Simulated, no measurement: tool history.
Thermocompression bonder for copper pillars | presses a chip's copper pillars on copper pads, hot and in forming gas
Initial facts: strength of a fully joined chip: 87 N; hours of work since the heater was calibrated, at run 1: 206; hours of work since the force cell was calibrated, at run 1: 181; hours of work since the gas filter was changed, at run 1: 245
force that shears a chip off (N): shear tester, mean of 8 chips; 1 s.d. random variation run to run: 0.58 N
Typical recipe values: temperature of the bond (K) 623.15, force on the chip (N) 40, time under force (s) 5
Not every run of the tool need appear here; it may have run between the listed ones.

run,hour,temperature of the bond (K),force on the chip (N),time under force (s),hours of work since the heater was calibrated,hours of work since the force cell was calibrated,hours of work since the gas filter was changed,force that shears a chip off (N)
1,0,623.15,40,5,206,181,245,35.8
2,9.3,598.15,40,5,212,186,250,25.3
# hour 13.3: forming gas filter changed
3,15.8,623.15,26,5,215,189,1,23.9
4,21.2,623.15,26,5,218,192,4,23.9
5,31.6,623.15,40,10,223,198,10,45.4
6,38.8,623.15,40,5,227,202,14,34.5
7,47.3,623.15,40,11,232,206,19,47.9
8,56.6,623.15,40,11,237,211,24,47.3
9,62.4,623.15,40,11,240,214,27,46.9
10,72.5,623.15,40,5,246,220,32,35.8
11,83.1,623.15,40,5,251,226,38,35.2
12,90.1,623.15,40,5,255,229,42,34.9
13,98.3,623.15,58,5,260,234,46,49
14,106.9,623.15,58,5,264,239,51,48.9
15,115.3,623.15,58,4,269,243,56,44.3
16,125.2,623.15,58,4,274,249,61,44.1
17,131.1,623.15,40,5,278,252,64,35.6
18,138.6,623.15,40,7,282,256,68,40.5
19,145.5,623.15,40,7,286,260,72,39.7
20,155.1,623.15,34,5,291,265,77,31.1
21,159.9,623.15,34,5,293,268,80,31
22,169.1,623.15,31,5,298,273,85,28.7
23,174.7,623.15,31,5,301,276,88,28
24,183.8,630.15,45,6,306,281,93,46.3
25,188.9,595.15,41,5,309,283,96,24.8
26,199.7,595.15,41,5,315,289,102,24.4
27,204.7,595.15,41,5,318,292,104,24.8
28,213.2,595.15,41,5,322,297,109,25.5
29,223.4,595.15,41,5,328,302,115,26.2
30,228,595.15,41,5,331,305,117,24.9
31,237.7,615.15,35,4,336,310,122,25.7
32,242.2,615.15,35,4,338,312,125,25.2
33,247.3,643.15,35,5,341,315,128,39.9
34,256.5,644.15,40,5,346,320,133,44.2
35,261.9,633.15,50,5,349,323,136,47.5
36,269.9,633.15,50,5,353,328,140,46.9
37,276.1,635.15,35,8,357,331,143,42.9
38,287,635.15,35,8,363,337,149,42.8
39,293.7,623.15,40,8,366,341,153,41.5

Alternative continuations, all from the tool just after run 39; predict every row:
A,300,623.15,40,6,370,344,156,?
B,300,642.15,57,5,370,344,156,?
C,300,636.15,55,13,370,344,156,?
D,300,623.15,35,5,370,344,156,?

run,force that shears a chip off (N)
A,37.5
B,54.9
C,66.7
D,31.6
Had the tool no hidden state, the same runs would have come out as:
run,force that shears a chip off (N)
A,37.8
B,55.2
C,67.1
D,31.8
